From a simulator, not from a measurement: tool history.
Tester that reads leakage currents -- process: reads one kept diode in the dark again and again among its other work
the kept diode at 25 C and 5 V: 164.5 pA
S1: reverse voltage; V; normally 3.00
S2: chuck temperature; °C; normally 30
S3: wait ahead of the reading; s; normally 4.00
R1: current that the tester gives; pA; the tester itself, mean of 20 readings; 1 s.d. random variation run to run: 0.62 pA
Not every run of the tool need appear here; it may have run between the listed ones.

Run 1, day 0.000: usual settings. Result: R1 203.79 pA.
Run 2, day 2.450: usual settings. Result: R1 204.61 pA.
Run 3, day 6.679: usual settings but S1 15.89 V. Result: R1 356.70 pA.
Run 4, day 8.383: usual settings but S2 41 °C. Result: R1 457.14 pA.
Run 5, day 10.383: usual settings but S2 41 °C, S3 2.66 s. Result: R1 461.68 pA.
Run 6, day 14.375: usual settings but S2 41 °C, S3 2.66 s. Result: R1 459.74 pA.
Run 7, day 16.204: usual settings but S3 0.62 s. Result: R1 205.25 pA.
At day 17.758: chuck's temperature calibrated.
Run 8, day 18.879: usual settings. Result: R1 205.00 pA.
Run 9, day 21.125: usual settings. Result: R1 204.57 pA.
Run 10, day 24.246: usual settings. Result: R1 205.04 pA.
Run 11, day 28.367: usual settings. Result: R1 204.63 pA.
Run 12, day 32.458: usual settings. Result: R1 204.37 pA.
Run 13, day 35.204: usual settings. Result: R1 203.99 pA.
Run 14, day 37.058: usual settings but S1 3.84 V, S2 24 °C, S3 1.85 s. Result: R1 139.22 pA.
Run 15, day 39.525: usual settings but S1 2.20 V, S3 1.45 s. Result: R1 184.76 pA.
Run 16, day 41.929: usual settings but S1 2.20 V, S3 1.45 s. Result: R1 183.81 pA.
Run 17, day 45.504: usual settings but S1 5.48 V, S2 20 °C, S3 0.34 s. Result: R1 117.75 pA.
Run 18, day 48.683: usual settings but S1 8.14 V, S2 55 °C, S3 1.32 s. Result: R1 1668.86 pA.
Run 19, day 50.458: usual settings but S1 8.14 V, S2 55 °C, S3 1.32 s. Result: R1 1674.02 pA.
Run 20, day 52.275: usual settings but S1 8.14 V, S2 38 °C, S3 8.57 s. Result: R1 516.79 pA.
Run 21, day 55.400: usual settings but S1 4.51 V, S2 38 °C, S3 3.45 s. Result: R1 425.95 pA.
Run 22, day 59.229: usual settings but S1 2.46 V, S2 53 °C. Result: R1 977.95 pA.
Run 23, day 61.850: usual settings but S1 4.40 V, S2 58 °C. Result: R1 1645.68 pA.
Run 24, day 64.883: usual settings but S2 44 °C. Result: R1 565.04 pA.
Run 25, day 66.717: usual settings but S1 18.07 V, S3 6.86 s. Result: R1 370.61 pA.

Here are 5 independent what-if runs from the current tool condition. What would each one return?
Run A, day 70.067: usual settings but S1 1.49 V, S2 45 °C, S3 0.31 s. Result: R1 ?.
Run B, day 70.067: usual settings but S1 7.80 V, S3 3.08 s. Result: R1 ?.
Run C, day 70.067: usual settings but S1 18.07 V, S2 24 °C, S3 6.86 s. Result: R1 ?.
Run D, day 70.067: usual settings but S1 18.07 V, S3 1.89 s. Result: R1 ?.
Run E, day 70.067: usual settings but S1 15.53 V, S2 57 °C, S3 5.03 s. Result: R1 ?.

run       R1
  A   481.17
  B   279.91
  C   234.46
  D   375.87
  E  2353.21
Take away the tool's hidden state, keep each run's random variation, and the runs would have read:
run       R1
  A   482.44
  B   280.61
  C   234.91
  D   376.71
  E  2358.98

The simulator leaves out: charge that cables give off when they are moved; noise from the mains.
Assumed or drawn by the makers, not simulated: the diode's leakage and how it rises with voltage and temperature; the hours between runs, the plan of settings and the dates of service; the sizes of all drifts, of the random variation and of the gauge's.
